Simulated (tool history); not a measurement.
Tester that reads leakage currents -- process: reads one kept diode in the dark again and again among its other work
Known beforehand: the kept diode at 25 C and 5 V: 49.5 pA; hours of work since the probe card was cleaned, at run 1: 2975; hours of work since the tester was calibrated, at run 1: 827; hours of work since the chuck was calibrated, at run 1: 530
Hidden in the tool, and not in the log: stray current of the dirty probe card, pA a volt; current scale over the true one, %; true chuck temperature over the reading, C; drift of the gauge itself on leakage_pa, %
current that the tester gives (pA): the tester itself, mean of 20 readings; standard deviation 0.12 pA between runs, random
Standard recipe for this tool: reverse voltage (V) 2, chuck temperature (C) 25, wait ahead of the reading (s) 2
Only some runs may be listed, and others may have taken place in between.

run	hour	reverse voltage (V)	chuck temperature (C)	wait ahead of the reading (s)	hours of work since the probe card was cleaned	hours of work since the tester was calibrated	hours of work since the chuck was calibrated	current that the tester gives (pA)
1	0	2	25	2	2975	827	530	33.64
2	16.5	2	25	2	2986	838	541	33.54
# hour 28.8: chuck's temperature calibrated
3	34.3	2	25	2	2996	849	4	39.41
4	71.4	2	25	2	3020	873	28	38.79
5	105.9	2	25	2	3043	895	50	38.67
6	128.8	2	42	2	3058	910	65	121.4
7	157.1	2	25	2.17	3076	929	84	38.1
8	190.4	2	56	2	3098	951	106	283.04
9	221.6	2	56	2	3118	971	126	282.09
10	240.4	2	25	2	3131	983	138	37.99
11	274.2	20	25	2	3153	1005	160	86.58
12	290.4	2	25	2	3163	1016	171	37.37
13	306.2	2	60	2	3174	1026	181	352.68
# hour 335.1: probe card cleaned and baked
14	335.1	2	25	2	0	1043	198	36.15
15	369.7	2	25	2	23	1066	221	35.89
16	402.5	2	25	2	44	1087	242	35.95
17	419.8	2	25	2	55	1099	254	35.7
18	454	2	25	2	78	1121	276	35.36
19	485.4	1.21	25	2	98	1142	297	29.9
20	518.3	1.21	25	2	120	1163	318	30.01
21	549.8	1.21	25	2	140	1184	339	29.82
22	579.9	2.97	44	1.17	160	1203	358	143.46
23	602.7	5.34	47	2	175	1218	373	207.84
24	639.1	7.8	47	0.31	199	1242	397	238.71
25	670.4	1.01	31	1.51	219	1262	418	42.13
26	704.6	1.01	31	1.51	242	1285	440	41.8
27	729.4	1.01	36	1.32	258	1301	456	59.11
28	755.1	12.29	21	1.32	275	1318	473	46.85
29	778.4	2.63	34	5.31	290	1333	488	68.5
30	801.7	2	30	2	305	1348	503	47.37
31	833.2	2	30	2	326	1369	524	47.28
32	864.5	10.53	33	2	346	1389	544	98.4
# hour 872.3: chuck's temperature calibrated
33	903.1	10.53	33	1.98	370	1413	20	112.06
34	930.1	10.53	33	1.98	388	1431	38	111.65
35	960.9	2.82	33	1.23	408	1451	58	73.11
36	976.4	2	28	2.75	418	1461	68	46.1
37	1001	3.3	25	2.75	434	1477	84	43.37
38	1027.3	3.3	54	2.75	451	1495	101	290.45
39	1064.5	3.3	54	2.75	476	1519	126	291.53

5 ways to go on from here, each from the tool as it stands after run 39. What would each give?
A	1087.7	1.72	29	0.43	491	1534	141	?
B	1087.7	2	34	2	491	1534	141	?
C	1087.7	4.61	54	2.75	491	1534	141	?
D	1087.7	6.93	24	2	491	1534	141	?
E	1087.7	3.29	21	7.4	491	1534	141	?

run	current that the tester gives (pA)
A	47.54
B	68.55
C	321.07
D	51
E	31.83
What these runs would have given with no unlogged condition in the tool:
run	current that the tester gives (pA)
A	49.05
B	70.73
C	330.07
D	52.28
E	32.78
